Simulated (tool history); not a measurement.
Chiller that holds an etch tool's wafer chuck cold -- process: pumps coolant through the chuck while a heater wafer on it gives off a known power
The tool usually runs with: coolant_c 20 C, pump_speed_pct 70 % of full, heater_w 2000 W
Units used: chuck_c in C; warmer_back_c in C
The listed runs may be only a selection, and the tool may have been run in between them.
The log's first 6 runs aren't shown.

run,hour,coolant_c,pump_speed_pct,heater_w,hours since the coolant was changed and the channels were flushed,hours since the pump was overhauled,hours since the chiller's thermometer was calibrated,chuck_c,warmer_back_c
7,318.7,20,70,2000,1371,3361,407,43.9,7.90
8,363.2,20,70,2000,1416,3406,451,44.1,7.93
9,418.4,20,70,2000,1471,3461,507,44.1,7.88
10,452.9,20,70,2000,1505,3495,541,44.1,7.96
11,508.7,20,70,2000,1561,3551,597,44.2,7.88
12,579.1,20,70,2469,1632,3621,667,49.9,9.77
13,614.6,21,70,2000,1667,3657,703,45.4,7.97
14,661.0,21,70,2000,1713,3703,749,45.3,8.04
15,699.0,20,70,2000,1752,3741,787,44.3,8.01
16,768.2,20,70,2000,1821,3811,856,44.3,7.97

The next listed run, before its measurement:
17,818.4,10,71,2000,1871,3861,907,?,?

{"run 17": {"chuck_c": 34.1, "warmer_back_c": 7.74}}
Were there no unlogged condition in the tool, this run, its random variation unchanged, would have produced chuck_c 32.7 C, warmer_back_c 7.36 C.
